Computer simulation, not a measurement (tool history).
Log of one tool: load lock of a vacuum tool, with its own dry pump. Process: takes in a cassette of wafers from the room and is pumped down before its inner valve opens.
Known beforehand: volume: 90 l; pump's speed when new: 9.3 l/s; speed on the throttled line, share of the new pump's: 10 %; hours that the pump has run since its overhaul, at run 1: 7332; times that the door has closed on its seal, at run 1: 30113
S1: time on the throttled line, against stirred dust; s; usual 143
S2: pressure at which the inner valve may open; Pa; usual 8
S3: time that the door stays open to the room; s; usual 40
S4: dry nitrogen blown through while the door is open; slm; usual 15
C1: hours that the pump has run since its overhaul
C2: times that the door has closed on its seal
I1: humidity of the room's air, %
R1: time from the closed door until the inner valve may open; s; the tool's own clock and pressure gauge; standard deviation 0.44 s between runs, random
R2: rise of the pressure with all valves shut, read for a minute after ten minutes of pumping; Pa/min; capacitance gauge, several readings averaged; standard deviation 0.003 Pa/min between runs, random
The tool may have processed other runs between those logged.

{"run": 1, "hour": 0.0, "S1": 143, "S2": 8, "S3": 40, "S4": 15, "C1": 7332, "C2": 30113, "I1": 47.8, "R1": 221.9, "R2": 0.246}
{"run": 2, "hour": 148.0, "S1": 143, "S2": 8, "S3": 40, "S4": 15, "C1": 7480, "C2": 30603, "I1": 45.4, "R1": 222.2, "R2": 0.245}
{"run": 3, "hour": 334.4, "S1": 143, "S2": 8, "S3": 40, "S4": 15, "C1": 7666, "C2": 31221, "I1": 46.0, "R1": 222.6, "R2": 0.264}
{"run": 4, "hour": 551.8, "S1": 143, "S2": 8, "S3": 40, "S4": 15, "C1": 7884, "C2": 31942, "I1": 43.6, "R1": 222.9, "R2": 0.267}
{"run": 5, "hour": 711.4, "S1": 143, "S2": 8, "S3": 40, "S4": 15, "C1": 8043, "C2": 32471, "I1": 43.4, "R1": 223.0, "R2": 0.275}
{"run": 6, "hour": 906.4, "S1": 143, "S2": 8, "S3": 40, "S4": 15, "C1": 8238, "C2": 33118, "I1": 44.1, "R1": 222.7, "R2": 0.284}
{"run": 7, "hour": 1003.7, "S1": 143, "S2": 8, "S3": 40, "S4": 15, "C1": 8336, "C2": 33440, "I1": 43.4, "R1": 222.6, "R2": 0.281}
{"run": 8, "hour": 1164.9, "S1": 143, "S2": 8, "S3": 40, "S4": 15, "C1": 8497, "C2": 33974, "I1": 46.7, "R1": 222.9, "R2": 0.3}
{"run": 9, "hour": 1271.9, "S1": 143, "S2": 8, "S3": 54, "S4": 15, "C1": 8604, "C2": 34329, "I1": 50.9, "R1": 222.8, "R2": 0.303}
{"run": 10, "hour": 1466.8, "S1": 143, "S2": 8, "S3": 54, "S4": 15, "C1": 8799, "C2": 34975, "I1": 45.2, "R1": 223.7, "R2": 0.313}
{"run": 11, "hour": 1624.7, "S1": 143, "S2": 8, "S3": 54, "S4": 15, "C1": 8957, "C2": 35499, "I1": 45.1, "R1": 223.9, "R2": 0.316}
{"run": 12, "hour": 1803.4, "S1": 143, "S2": 8, "S3": 54, "S4": 15, "C1": 9135, "C2": 36091, "I1": 43.9, "R1": 223.8, "R2": 0.337}
{"run": 13, "hour": 1983.1, "S1": 143, "S2": 15, "S3": 40, "S4": 15, "C1": 9315, "C2": 36687, "I1": 43.8, "R1": 216.8, "R2": 0.337}
{"run": 14, "hour": 2133.0, "S1": 143, "S2": 15, "S3": 40, "S4": 15, "C1": 9465, "C2": 37184, "I1": 46.1, "R1": 217.2, "R2": 0.342}
{"run": 15, "hour": 2249.9, "S1": 178, "S2": 15, "S3": 40, "S4": 15, "C1": 9582, "C2": 37572, "I1": 45.8, "R1": 249.2, "R2": 0.341}
{"run": 16, "hour": 2387.4, "S1": 178, "S2": 15, "S3": 40, "S4": 15, "C1": 9719, "C2": 38027, "I1": 45.5, "R1": 248.8, "R2": 0.346}
{"run": 17, "hour": 2572.9, "S1": 143, "S2": 8, "S3": 40, "S4": 15, "C1": 9905, "C2": 38642, "I1": 45.6, "R1": 224.1, "R2": 0.364}
{"run": 18, "hour": 2665.9, "S1": 143, "S2": 8, "S3": 40, "S4": 15, "C1": 9998, "C2": 38951, "I1": 44.4, "R1": 224.2, "R2": 0.37}
{"run": 19, "hour": 2789.2, "S1": 143, "S2": 8, "S3": 40, "S4": 15, "C1": 10121, "C2": 39359, "I1": 45.7, "R1": 224.0, "R2": 0.373}
{"run": 20, "hour": 2921.4, "S1": 85, "S2": 15, "S3": 42, "S4": 20, "C1": 10253, "C2": 39798, "I1": 46.6, "R1": 165.0, "R2": 0.376}
{"run": 21, "hour": 3092.6, "S1": 78, "S2": 16, "S3": 42, "S4": 20, "C1": 10424, "C2": 40365, "I1": 46.4, "R1": 158.2, "R2": 0.389}
{"run": 22, "hour": 3295.9, "S1": 78, "S2": 9, "S3": 136, "S4": 20, "C1": 10628, "C2": 41039, "I1": 45.4, "R1": 164.2, "R2": 0.399}
{"run": 23, "hour": 3446.9, "S1": 91, "S2": 8, "S3": 40, "S4": 15, "C1": 10779, "C2": 41540, "I1": 44.2, "R1": 177.5, "R2": 0.406}
{"run": 24, "hour": 3602.0, "S1": 91, "S2": 8, "S3": 40, "S4": 15, "C1": 10934, "C2": 42054, "I1": 46.0, "R1": 177.0, "R2": 0.416}
{"run": 25, "hour": 3745.7, "S1": 113, "S2": 8, "S3": 212, "S4": 15, "C1": 11078, "C2": 42530, "I1": 45.2, "R1": 197.0, "R2": 0.449}
{"run": 26, "hour": 3858.5, "S1": 113, "S2": 8, "S3": 212, "S4": 15, "C1": 11190, "C2": 42904, "I1": 45.0, "R1": 197.5, "R2": 0.445}
{"run": 27, "hour": 4031.7, "S1": 143, "S2": 11, "S3": 25, "S4": 15, "C1": 11364, "C2": 43479, "I1": 44.4, "R1": 221.4, "R2": 0.427}
{"run": 28, "hour": 4133.2, "S1": 143, "S2": 11, "S3": 25, "S4": 15, "C1": 11465, "C2": 43815, "I1": 46.1, "R1": 220.9, "R2": 0.448}
{"run": 29, "hour": 4249.1, "S1": 143, "S2": 14, "S3": 40, "S4": 38, "C1": 11581, "C2": 44199, "I1": 44.0, "R1": 219.1, "R2": 0.441}
{"hour": 4303.9, "done": "door's seal changed, seat wiped"}
{"run": 30, "hour": 4385.6, "S1": 95, "S2": 8, "S3": 42, "S4": 6, "C1": 11716, "C2": 271, "I1": 44.8, "R1": 181.0, "R2": 0.023}
{"run": 31, "hour": 4512.6, "S1": 95, "S2": 8, "S3": 42, "S4": 6, "C1": 11843, "C2": 692, "I1": 45.3, "R1": 180.9, "R2": 0.023}
{"run": 32, "hour": 4627.9, "S1": 143, "S2": 8, "S3": 40, "S4": 7, "C1": 11958, "C2": 1074, "I1": 45.1, "R1": 223.7, "R2": 0.029}
{"run": 33, "hour": 4759.3, "S1": 143, "S2": 8, "S3": 61, "S4": 15, "C1": 12090, "C2": 1510, "I1": 42.7, "R1": 224.7, "R2": 0.023}
{"run": 34, "hour": 4949.7, "S1": 143, "S2": 8, "S3": 61, "S4": 15, "C1": 12280, "C2": 2141, "I1": 46.8, "R1": 224.9, "R2": 0.036}
{"run": 35, "hour": 5068.3, "S1": 144, "S2": 8, "S3": 39, "S4": 15, "C1": 12399, "C2": 2534, "I1": 45.8, "R1": 225.6, "R2": 0.021}
{"run": 36, "hour": 5163.8, "S1": 76, "S2": 8, "S3": 40, "S4": 15, "C1": 12494, "C2": 2851, "I1": 43.0, "R1": 164.2, "R2": 0.028}
{"run": 37, "hour": 5308.8, "S1": 143, "S2": 7, "S3": 61, "S4": 15, "C1": 12639, "C2": 3332, "I1": 46.9, "R1": 225.9, "R2": 0.032}

Some steps in R1 between neighbouring runs. How much of each would the tool show without its hidden state too (settings, what came in, random variation), and how much is left for the hidden state, with any gauge scatter that isn't in both results?
What the log doesn't record here: pump's speed, % of a new pump's; leak at the door's seal, Pa l/s; drift of the gauge itself on ready_s, %; drift of the gauge itself on rise_pa_min, %.
Run 16 -> 17: S1 178 -> 143, S2 15 -> 8. R1 -24.7 s: hidden state +0.6, all else -25.3.
Run 19 -> 20: S1 143 -> 85, S2 8 -> 15, S3 40 -> 42, S4 15 -> 20. R1 -59.0 s: hidden state -0.1, all else -58.9.
Run 21 -> 22: S2 16 -> 9, S3 42 -> 136. R1 +6.0 s: hidden state +0.5, all else +5.5.
Run 29 -> 30: S1 143 -> 95, S2 14 -> 8, S3 40 -> 42, S4 38 -> 6, door's seal changed, seat wiped. R1 -38.1 s: hidden state +0.4, all else -38.5.
Run 35 -> 36: S1 144 -> 76, S3 39 -> 40. R1 -61.4 s: hidden state +0.3, all else -61.7.
Run 36 -> 37: S1 76 -> 143, S2 8 -> 7, S3 40 -> 61. R1 +61.7 s: hidden state -0.1, all else +61.8.

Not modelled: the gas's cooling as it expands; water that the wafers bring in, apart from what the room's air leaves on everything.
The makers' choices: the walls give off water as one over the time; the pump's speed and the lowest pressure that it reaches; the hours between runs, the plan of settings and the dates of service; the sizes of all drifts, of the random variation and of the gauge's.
